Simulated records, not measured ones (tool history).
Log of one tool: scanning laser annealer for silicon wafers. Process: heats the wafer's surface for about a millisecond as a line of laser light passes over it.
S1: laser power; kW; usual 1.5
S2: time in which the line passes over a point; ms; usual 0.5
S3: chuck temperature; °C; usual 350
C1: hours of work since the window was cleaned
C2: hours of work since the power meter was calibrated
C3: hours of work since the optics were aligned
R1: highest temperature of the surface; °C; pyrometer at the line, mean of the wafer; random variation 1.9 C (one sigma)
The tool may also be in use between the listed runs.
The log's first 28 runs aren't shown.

| run | hour | S1 | S2 | S3 | C1 | C2 | C3 | R1 |
|---|---|---|---|---|---|---|---|---|
| 29 | 1067.7 | 1.587 | 0.496 | 351 | 506 | 1188 | 137 | 1162 |
| 30 | 1100.4 | 1.54 | 0.484 | 316 | 528 | 1210 | 159 | 1080 |
| 31 | 1146.9 | 1.468 | 0.589 | 373 | 559 | 1241 | 190 | 1161 |
| 32 | 1194.6 | 1.468 | 0.578 | 339 | 590 | 1273 | 221 | 1119 |
| 33 | 1244.9 | 1.5 | 0.363 | 350 | 624 | 1306 | 255 | 988 |
|  | 1276.2 | window over the wafer cleaned |
| 34 | 1276.2 | 1.427 | 0.5 | 370 | 0 | 1326 | 274 | 1110 |
| 35 | 1315.6 | 1.427 | 0.5 | 370 | 26 | 1352 | 301 | 1108 |
| 36 | 1358.1 | 1.596 | 0.606 | 346 | 55 | 1380 | 329 | 1278 |
| 37 | 1384.4 | 1.596 | 0.606 | 346 | 72 | 1398 | 346 | 1281 |
| 38 | 1406.3 | 1.596 | 0.606 | 346 | 87 | 1412 | 361 | 1278 |
| 39 | 1451.3 | 1.635 | 0.536 | 341 | 117 | 1442 | 391 | 1245 |
| 40 | 1484.4 | 1.469 | 0.536 | 378 | 139 | 1464 | 413 | 1159 |
| 41 | 1534.7 | 1.608 | 0.503 | 348 | 172 | 1498 | 446 | 1204 |
| 42 | 1578.8 | 1.541 | 0.364 | 344 | 201 | 1527 | 476 | 1034 |

3 ways to go on from here, each from the tool as it stands after run 42. What would each give?
| A | 1631.3 | 1.5 | 0.566 | 331 | 236 | 1562 | 511 | ? |
| B | 1631.3 | 1.541 | 0.364 | 317 | 236 | 1562 | 511 | ? |
| C | 1631.3 | 1.309 | 0.575 | 350 | 236 | 1562 | 511 | ? |

| run | R1 |
|---|---|
| A | 1146 |
| B | 1000 |
| C | 1038 |
Without the tool's hidden state the same runs would have given:
| run | R1 |
|---|---|
| A | 1170 |
| B | 1020 |
| C | 1058 |
